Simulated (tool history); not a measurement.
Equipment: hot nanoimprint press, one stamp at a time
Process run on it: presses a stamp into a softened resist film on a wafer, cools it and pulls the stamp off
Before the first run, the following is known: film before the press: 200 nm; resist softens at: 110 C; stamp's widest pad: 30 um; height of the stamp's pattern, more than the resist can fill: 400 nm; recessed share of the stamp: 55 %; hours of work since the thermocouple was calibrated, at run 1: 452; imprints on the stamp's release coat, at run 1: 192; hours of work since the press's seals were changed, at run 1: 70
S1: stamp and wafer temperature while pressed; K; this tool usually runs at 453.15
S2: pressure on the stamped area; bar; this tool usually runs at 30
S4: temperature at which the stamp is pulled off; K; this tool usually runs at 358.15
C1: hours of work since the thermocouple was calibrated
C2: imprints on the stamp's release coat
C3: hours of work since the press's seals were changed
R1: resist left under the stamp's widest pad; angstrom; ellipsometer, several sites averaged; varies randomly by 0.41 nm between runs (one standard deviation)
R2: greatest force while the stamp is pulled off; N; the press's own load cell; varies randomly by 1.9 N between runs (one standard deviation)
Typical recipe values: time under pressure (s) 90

Run 1, hour 0: usual settings; C1 452; C2 192; C3 70. Result: R1 1040 angstrom, R2 109 N.
Run 2, hour 8.6: usual settings; C1 456; C2 208; C3 74. Result: R1 1038 angstrom, R2 110 N.
Run 3, hour 15.7: usual settings; C1 459; C2 222; C3 77. Result: R1 1036 angstrom, R2 109 N.
Run 4, hour 20.2: usual settings; C1 461; C2 230; C3 79. Result: R1 1042 angstrom, R2 110 N.
Run 5, hour 26.8: usual settings; C1 464; C2 242; C3 83. Result: R1 1037 angstrom, R2 109 N.
Run 6, hour 33.4: usual settings; C1 468; C2 255; C3 86. Result: R1 1045 angstrom, R2 106 N.
Run 7, hour 42.5: usual settings; C1 472; C2 272; C3 90. Result: R1 1038 angstrom, R2 108 N.
Run 8, hour 48.1: usual settings but S1 460.15 K; C1 474; C2 283; C3 92. Result: R1 758 angstrom, R2 107 N.
Run 9, hour 56.8: usual settings; C1 478; C2 299; C3 96. Result: R1 1035 angstrom, R2 109 N.
Run 10, hour 61.5: usual settings; C1 480; C2 308; C3 98. Result: R1 1032 angstrom, R2 110 N.
Run 11, hour 67.4: usual settings but S2 39.4 bar; C1 483; C2 319; C3 101. Result: R1 896 angstrom, R2 108 N.
Run 12, hour 74.7: usual settings but S2 39.4 bar; C1 486; C2 333; C3 104. Result: R1 903 angstrom, R2 108 N.
Run 13, hour 81.6: usual settings but S2 39.4 bar; C1 490; C2 346; C3 108. Result: R1 904 angstrom, R2 109 N.
Run 14, hour 87.5: usual settings but S2 39.4 bar; C1 492; C2 357; C3 110. Result: R1 893 angstrom, R2 110 N.
Run 15, hour 93.2: usual settings; C1 495; C2 368; C3 113. Result: R1 1025 angstrom, R2 104 N.
Run 16, hour 100.3: usual settings but S2 18.3 bar, time under pressure (s) 68; C1 498; C2 381; C3 116. Result: R1 1362 angstrom, R2 108 N.
Run 17, hour 109.2: usual settings but S2 18.3 bar, time under pressure (s) 68; C1 502; C2 398; C3 120. Result: R1 1373 angstrom, R2 107 N.
Run 18, hour 115.2: usual settings but S2 18.3 bar, time under pressure (s) 68; C1 505; C2 409; C3 123. Result: R1 1376 angstrom, R2 107 N.
Run 19, hour 123.2: usual settings but S2 18.3 bar, time under pressure (s) 68, S4 363.15 K; C1 509; C2 425; C3 127. Result: R1 1373 angstrom, R2 100 N.
Run 20, hour 129.6: usual settings but S2 41.6 bar, time under pressure (s) 86, S4 354.15 K; C1 512; C2 437; C3 130. Result: R1 885 angstrom, R2 114 N.
Run 21, hour 134.2: usual settings but S2 41.6 bar, time under pressure (s) 86, S4 354.15 K; C1 514; C2 445; C3 132. Result: R1 889 angstrom, R2 117 N.
Run 22, hour 140.7: usual settings but S4 349.15 K; C1 517; C2 458; C3 135. Result: R1 1028 angstrom, R2 122 N.
Run 23, hour 147.6: usual settings but S4 349.15 K; C1 520; C2 471; C3 138. Result: R1 1028 angstrom, R2 126 N.
Run 24, hour 154.9: usual settings but S4 349.15 K; C1 523; C2 484; C3 141. Result: R1 1016 angstrom, R2 126 N.
Run 25, hour 159.4: usual settings but S4 349.15 K; C1 525; C2 493; C3 143. Result: R1 1020 angstrom, R2 126 N.
Run 26, hour 164.7: usual settings but S4 349.15 K; C1 528; C2 503; C3 146. Result: R1 1016 angstrom, R2 121 N.
Run 27, hour 171: usual settings but S1 461.15 K, S2 45 bar, S4 347.15 K; C1 531; C2 515; C3 149. Result: R1 573 angstrom, R2 132 N.
At hour 172.9: gauge calibrated.
Run 28, hour 179.7: usual settings but S1 461.15 K, S2 45 bar, S4 347.15 K; C1 535; C2 531; C3 153. Result: R1 590 angstrom, R2 128 N.
Run 29, hour 184.9: usual settings but S1 451.15 K, S2 44.4 bar, time under pressure (s) 128, S4 355.15 K; C1 537; C2 541; C3 155. Result: R1 824 angstrom, R2 114 N.
Run 30, hour 189.8: usual settings but S1 451.15 K, S2 44.4 bar, time under pressure (s) 128, S4 355.15 K; C1 539; C2 550; C3 157. Result: R1 825 angstrom, R2 117 N.

4 options for the next run, each taken on its own from the tool as it stands now. Forecast them:
Run A, hour 195.1: usual settings but S1 451.15 K, S2 21.3 bar, time under pressure (s) 80, S4 355.15 K; C1 542; C2 560; C3 160. Result: R1 ?, R2 ?.
Run B, hour 195.1: usual settings but S1 448.15 K, S2 44.8 bar, time under pressure (s) 49, S4 355.15 K; C1 542; C2 560; C3 160. Result: R1 ?, R2 ?.
Run C, hour 195.1: usual settings but S1 450.15 K, S2 40.7 bar, time under pressure (s) 81; C1 542; C2 560; C3 160. Result: R1 ?, R2 ?.
Run D, hour 195.1: usual settings but S1 448.15 K, S2 44.8 bar, S4 352.15 K; C1 542; C2 560; C3 160. Result: R1 ?, R2 ?.

run    R1   R2
  A  1347  114
  B  1281  116
  C  1059  109
  D  1064  122
With no hidden state in the tool, these same runs would have given:
run    R1   R2
  A  1349  113
  B  1282  116
  C  1060  109
  D  1065  122
